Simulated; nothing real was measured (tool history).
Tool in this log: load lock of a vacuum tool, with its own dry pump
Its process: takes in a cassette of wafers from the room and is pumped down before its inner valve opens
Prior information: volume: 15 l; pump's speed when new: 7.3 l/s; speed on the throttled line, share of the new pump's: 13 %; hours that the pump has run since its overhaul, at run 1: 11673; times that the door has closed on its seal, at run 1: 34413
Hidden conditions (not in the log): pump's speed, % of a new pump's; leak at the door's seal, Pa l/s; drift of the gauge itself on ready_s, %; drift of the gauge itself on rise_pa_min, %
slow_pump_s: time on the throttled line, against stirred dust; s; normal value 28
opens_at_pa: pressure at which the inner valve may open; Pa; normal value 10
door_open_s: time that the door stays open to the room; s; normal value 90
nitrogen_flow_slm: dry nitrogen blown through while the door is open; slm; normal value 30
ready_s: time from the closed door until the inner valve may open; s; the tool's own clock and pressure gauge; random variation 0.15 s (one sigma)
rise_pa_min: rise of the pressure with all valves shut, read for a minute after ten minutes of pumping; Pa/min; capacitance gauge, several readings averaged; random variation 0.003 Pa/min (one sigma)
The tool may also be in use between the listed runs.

run,hour,slow_pump_s,opens_at_pa,door_open_s,nitrogen_flow_slm,hours that the pump has run since its overhaul,times that the door has closed on its seal,"incoming humidity of the room's air, %",ready_s,rise_pa_min
1,0.0,28,10,90,30,11673,34413,44.7,44.1,0.204
2,270.7,22,10,90,30,11944,35420,43.4,39.2,0.217
3,428.2,22,10,90,30,12101,36005,42.0,39.1,0.222
4,646.8,22,10,90,30,12320,36818,45.5,39.1,0.231
5,883.3,22,10,90,30,12556,37697,48.4,39.3,0.239
6,1034.4,28,10,90,30,12707,38259,43.0,44.1,0.241
7,1263.9,28,10,90,30,12937,39113,46.4,44.5,0.251
8,1528.9,28,10,90,30,13202,40098,41.3,44.6,0.257
9,1826.0,28,10,90,5,13499,41203,45.7,44.2,0.297
10,2081.8,28,13,90,5,13755,42154,47.3,44.0,0.301
11,2286.3,28,13,90,7,13959,42915,46.1,43.8,0.299
12,2517.2,28,13,90,7,14190,43773,43.8,43.9,0.312
13,2868.9,28,13,90,7,14542,45081,44.3,44.0,0.321
14,3142.5,28,13,90,7,14815,46098,42.7,43.7,0.329
15,3378.4,28,13,90,7,15051,46975,44.4,44.2,0.347
16,3597.8,28,13,90,7,15271,47791,48.3,44.1,0.354
17,3945.0,28,13,90,7,15618,49082,44.2,43.9,0.367
18,4128.7,19,10,90,30,15802,49765,43.9,36.8,0.348
19,4310.7,28,10,90,30,15984,50442,47.9,44.7,0.361
20,4512.3,28,10,90,30,16185,51192,43.1,44.8,0.360
21,4722.3,28,14,90,30,16395,51973,46.7,44.3,0.376
22,4910.6,38,11,90,30,16584,52673,45.3,53.0,0.372
23,5164.7,38,11,90,30,16838,53618,44.0,52.9,0.396
24,5429.4,44,11,59,37,17102,54602,43.5,58.4,0.396
25,5617.3,44,11,59,37,17290,55301,46.4,58.6,0.408
26,5945.7,44,11,59,37,17619,56522,45.2,58.7,0.425
27,6141.1,44,11,59,37,17814,57248,41.5,58.1,0.436
28,6451.8,44,11,59,37,18125,58404,45.3,58.4,0.444
29,6628.3,17,10,90,16,18301,59060,44.2,35.8,0.471
30,6986.6,17,10,90,16,18660,60392,44.9,35.7,0.484
# hour 7012.0: dry pump taken out, an overhauled one fitted
31,7299.2,17,10,90,16,287,61532,43.8,33.7,0.487
32,7595.6,17,9,90,16,584,62634,44.1,33.9,0.508
33,7824.0,17,9,90,16,812,63484,43.3,34.0,0.525
34,8054.8,33,16,90,30,1043,64342,46.6,46.7,0.516
35,8356.0,17,16,26,30,1344,65462,46.2,32.9,0.538
36,8727.3,30,16,26,30,1715,66842,41.6,44.1,0.551
37,8966.9,30,16,26,30,1955,67734,46.0,44.0,0.556

For each run, the measured value with the value that run would have given without the tool's hidden condition subtracted. The run-to-run variation is shared by both, the gauge scatter possibly not:
run,ready_s,rise_pa_min
1,+1.0,+0.170
2,+1.1,+0.180
3,+1.1,+0.182
4,+1.1,+0.191
5,+1.1,+0.199
6,+1.1,+0.204
7,+1.1,+0.212
8,+1.2,+0.218
9,+1.2,+0.234
10,+1.2,+0.238
11,+1.2,+0.246
12,+1.2,+0.255
13,+1.2,+0.268
14,+1.3,+0.273
15,+1.3,+0.286
16,+1.3,+0.296
17,+1.3,+0.306
18,+1.5,+0.310
19,+1.4,+0.323
20,+1.4,+0.328
21,+1.4,+0.337
22,+1.3,+0.342
23,+1.4,+0.359
24,+1.3,+0.368
25,+1.4,+0.376
26,+1.3,+0.391
27,+1.4,+0.403
28,+1.4,+0.415
29,+1.8,+0.423
30,+1.8,+0.438
31,-0.1,+0.444
32,-0.1,+0.462
33,+0.1,+0.479
34,+0.0,+0.481
35,+0.1,+0.512
36,+0.1,+0.521
37,+0.1,+0.530

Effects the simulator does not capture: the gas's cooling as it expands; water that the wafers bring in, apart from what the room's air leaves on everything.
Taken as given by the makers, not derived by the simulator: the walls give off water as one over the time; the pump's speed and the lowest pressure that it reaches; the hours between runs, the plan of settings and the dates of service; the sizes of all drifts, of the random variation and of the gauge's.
